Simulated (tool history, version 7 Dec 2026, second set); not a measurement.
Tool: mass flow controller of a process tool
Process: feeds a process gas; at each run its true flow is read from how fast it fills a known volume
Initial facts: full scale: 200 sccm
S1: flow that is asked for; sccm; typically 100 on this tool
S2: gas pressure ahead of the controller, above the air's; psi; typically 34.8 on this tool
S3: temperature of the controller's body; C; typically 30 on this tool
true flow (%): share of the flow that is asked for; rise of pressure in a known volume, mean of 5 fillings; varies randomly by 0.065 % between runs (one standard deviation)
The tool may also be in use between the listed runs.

Run 1, day 0: usual settings. Result: true flow (%) 99.19.
Run 2, day 4.462: usual settings but S3 25 C. Result: true flow (%) 98.58.
Run 3, day 9.779: usual settings but S3 25 C. Result: true flow (%) 98.57.
Run 4, day 17.767: usual settings but S3 25 C. Result: true flow (%) 98.49.
Run 5, day 24.988: usual settings but S1 131 sccm. Result: true flow (%) 99.62.
Run 6, day 30.338: usual settings but S1 131 sccm. Result: true flow (%) 99.63.
Run 7, day 36.158: usual settings but S1 131 sccm. Result: true flow (%) 99.58.
Run 8, day 40.888: usual settings but S1 131 sccm. Result: true flow (%) 99.77.
Run 9, day 48.642: usual settings but S1 131 sccm, S3 23 C. Result: true flow (%) 98.89.
Run 10, day 56.342: usual settings but S1 131 sccm, S3 23 C. Result: true flow (%) 98.84.
Run 11, day 62.7: usual settings but S1 131 sccm, S3 23 C. Result: true flow (%) 98.72.
Run 12, day 69.788: usual settings but S1 131 sccm, S3 23 C. Result: true flow (%) 98.88.
Run 13, day 76.575: usual settings but S1 131 sccm, S3 23 C. Result: true flow (%) 98.88.
Run 14, day 80.929: usual settings but S3 34 C. Result: true flow (%) 99.51.
Run 15, day 90.15: usual settings but S1 51 sccm, S2 21 psi, S3 33 C. Result: true flow (%) 98.17.
Run 16, day 98.671: usual settings but S1 23 sccm, S2 24.4 psi, S3 33 C. Result: true flow (%) 97.85.
Run 17, day 107.871: usual settings but S1 23 sccm, S2 24.4 psi, S3 33 C. Result: true flow (%) 97.91.
Run 18, day 113.729: usual settings but S1 142 sccm, S2 24.4 psi, S3 38 C. Result: true flow (%) 100.37.
Run 19, day 120.225: usual settings but S1 142 sccm, S2 24.4 psi, S3 38 C. Result: true flow (%) 100.4.
Run 20, day 127.867: usual settings but S1 22 sccm, S3 37 C. Result: true flow (%) 98.58.
Run 21, day 137.246: usual settings but S1 80 sccm, S3 37 C. Result: true flow (%) 99.5.
Run 22, day 141.371: usual settings but S1 80 sccm, S2 36 psi, S3 37 C. Result: true flow (%) 99.53.
Run 23, day 150.2: usual settings but S1 74 sccm, S2 30.2 psi. Result: true flow (%) 98.58.
Run 24, day 156.383: usual settings but S1 78 sccm, S2 22.8 psi. Result: true flow (%) 98.37.
Run 25, day 163.854: usual settings but S1 24 sccm, S2 30.2 psi. Result: true flow (%) 97.71.
Run 26, day 171.775: usual settings but S1 161 sccm, S2 36.4 psi, S3 39 C. Result: true flow (%) 101.03.
Run 27, day 177.6: usual settings but S1 46 sccm, S2 23.1 psi, S3 31 C. Result: true flow (%) 97.99.

5 ways to go on from here, each from the tool as it stands after run 27. What would each give?
Run A, day 181.504: usual settings but S3 23 C. Result: true flow (%) ?.
Run B, day 181.504: usual settings but S1 36 sccm, S2 23.1 psi, S3 31 C. Result: true flow (%) ?.
Run C, day 181.504: usual settings but S1 23 sccm, S3 34 C. Result: true flow (%) ?.
Run D, day 181.504: usual settings but S1 119 sccm. Result: true flow (%) ?.
Run E, day 181.504: usual settings but S1 118 sccm, S2 38.1 psi, S3 25 C. Result: true flow (%) ?.

run  true flow (%)
  A          98.34
  B          97.68
  C           98.3
  D          99.35
  E          98.93
With the hidden condition removed and each run's random variation left untouched, the same runs would have given:
run  true flow (%)
  A          98.34
  B          97.67
  C          98.28
  D          99.35
  E          98.93

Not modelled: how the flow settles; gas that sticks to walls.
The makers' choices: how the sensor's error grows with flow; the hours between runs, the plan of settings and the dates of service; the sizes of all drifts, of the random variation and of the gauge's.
